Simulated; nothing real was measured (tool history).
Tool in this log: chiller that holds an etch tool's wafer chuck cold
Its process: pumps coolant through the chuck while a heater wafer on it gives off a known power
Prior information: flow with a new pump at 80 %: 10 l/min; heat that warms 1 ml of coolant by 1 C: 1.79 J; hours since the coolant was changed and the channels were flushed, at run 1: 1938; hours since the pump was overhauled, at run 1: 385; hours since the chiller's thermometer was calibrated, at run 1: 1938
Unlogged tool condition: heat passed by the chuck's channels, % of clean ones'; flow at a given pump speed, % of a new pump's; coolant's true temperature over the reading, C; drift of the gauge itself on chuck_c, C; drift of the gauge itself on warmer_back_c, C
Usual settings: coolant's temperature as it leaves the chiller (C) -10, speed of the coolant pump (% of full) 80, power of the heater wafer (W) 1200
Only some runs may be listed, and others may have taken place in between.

run     day  coolant's temperature as it leaves the chiller (C)  speed of the coolant pump (% of full)  power of the heater wafer (W)  hours since the coolant was changed and the channels were flushed  hours since the pump was overhauled  hours since the chiller's thermometer was calibrated  chuck's temperature once it has settled (C)  how much warmer the coolant comes back (C)
  1   0.000                                                 -10                                     80                           1200                                                               1938                                  385                                                  1938                                          2.6                                        4.04
  2   1.379                                                 -10                                     80                           1200                                                               1971                                  418                                                  1971                                          2.6                                        3.94
  3   2.446                                                 -10                                     80                           1200                                                               1997                                  444                                                  1997                                          2.5                                        3.90
  4   3.279                                                 -10                                     80                           1200                                                               2017                                  464                                                  2017                                          2.6                                        3.87
  5   3.958                                                 -10                                     80                           1200                                                               2033                                  480                                                  2033                                          2.6                                        3.95
  6   4.917                                                 -17                                     80                           1200                                                               2056                                  503                                                  2056                                         -4.4                                        3.84
  7   5.492                                                 -10                                     80                            635                                                               2070                                  517                                                  2070                                         -3.4                                        1.90
  8   6.842                                                 -10                                     80                            635                                                               2102                                  549                                                  2102                                         -3.4                                        1.92
  9   8.129                                                 -10                                     80                           1200                                                               2133                                  580                                                  2133                                          2.7                                        3.75
 10   9.242                                                 -10                                     80                           1200                                                               2160                                  607                                                  2160                                          2.8                                        3.68
 11  10.158                                                 -12                                     80                           1200                                                               2182                                  629                                                  2182                                          0.5                                        3.70
 12  11.538                                                 -12                                     80                           1200                                                               2215                                  662                                                  2215                                          0.6                                        3.66
 13  12.446                                                 -10                                     80                           1200                                                               2237                                  684                                                  2237                                          2.5                                        3.54
 14  13.100                                                 -10                                     80                           1200                                                               2252                                  700                                                  2252                                          2.6                                        3.56
     13.404  -- gauge calibrated
 15  14.179                                                 -10                                     80                            632                                                               2278                                  725                                                  2278                                         -3.3                                        2.07
 16  15.592                                                  -9                                     98                           1321                                                               2312                                  759                                                  2312                                          3.5                                        3.39
 17  16.742                                                 -14                                     73                           1321                                                               2340                                  787                                                  2340                                          0.5                                        4.74
 18  17.671                                                  -5                                     73                           1321                                                               2362                                  809                                                  2362                                          9.4                                        4.66
 19  18.246                                                 -15                                     80                           1384                                                               2376                                  823                                                  2376                                         -0.5                                        4.44

Forecast run 20:
 20  19.621                                                 -15                                     80                           1384                                                               2409                                  856                                                  2409                                            ?                                           ?

chuck's temperature once it has settled (C): -0.5
how much warmer the coolant comes back (C): 4.44
If the tool had no hidden condition, the same run with the same run-to-run variation would have returned chuck's temperature once it has settled (C) -0.5, how much warmer the coolant comes back (C) 4.66.

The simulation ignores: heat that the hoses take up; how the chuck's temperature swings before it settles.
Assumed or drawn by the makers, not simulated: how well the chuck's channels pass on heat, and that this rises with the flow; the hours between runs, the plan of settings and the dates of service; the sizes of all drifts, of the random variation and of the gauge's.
